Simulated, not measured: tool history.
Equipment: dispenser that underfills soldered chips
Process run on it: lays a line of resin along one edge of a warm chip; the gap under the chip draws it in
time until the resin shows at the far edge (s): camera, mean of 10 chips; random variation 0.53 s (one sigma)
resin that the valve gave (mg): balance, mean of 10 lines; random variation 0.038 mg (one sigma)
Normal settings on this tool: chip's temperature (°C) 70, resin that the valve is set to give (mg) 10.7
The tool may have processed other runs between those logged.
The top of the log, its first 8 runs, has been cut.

run	hour	chip's temperature (°C)	resin that the valve is set to give (mg)	hours of work since the syringe was changed	hours of work since the valve was cleaned	hours of work since the stage was calibrated	time until the resin shows at the far edge (s)	resin that the valve gave (mg)
9	44.3	70	9.9	5	66	224	66.4	9.47
10	51.1	70	10.5	11	71	229	92.2	10.07
# hour 52.1: new syringe of resin
11	57.4	84	10.7	4	76	234	36.5	10.20
# hour 61.3: dispensing valve cleaned and set on the balance
12	63.6	70	10.4	8	2	238	78.6	10.33
# hour 68.1: new syringe of resin
13	69.8	70	10.4	1	6	243	50.7	10.37
14	77.8	70	10.4	7	13	249	74.9	10.38
15	81.7	70	10.4	10	16	252	92.4	10.32
# hour 82.9: new syringe of resin
16	85.7	65	10.7	2	18	255	64.2	10.64
17	91.5	70	10.7	7	23	259	68.4	10.55
18	95.0	70	10.7	9	26	262	84.5	10.50
# hour 97.3: new syringe of resin
19	100.6	70	10.7	3	30	266	53.8	10.49
20	108.8	67	11.9	9	36	272	90.2	11.70
# hour 112.1: new syringe of resin
21	113.9	58	10.6	1	40	276	80.1	10.35
22	118.0	56	10.7	5	43	279	105.7	10.43
23	124.1	70	10.3	9	48	284	83.5	10.00
# hour 126.7: new syringe of resin
24	129.3	73	12.4	2	52	288	47.1	12.03

For run 25, what comes out?
25	136.8	64	9.1	8	57	294	?	?

time until the resin shows at the far edge (s): 101.0
resin that the valve gave (mg): 8.78
The same run, on a tool lacking any hidden state, would have yielded time until the resin shows at the far edge (s) 57.8, resin that the valve gave (mg) 9.08.
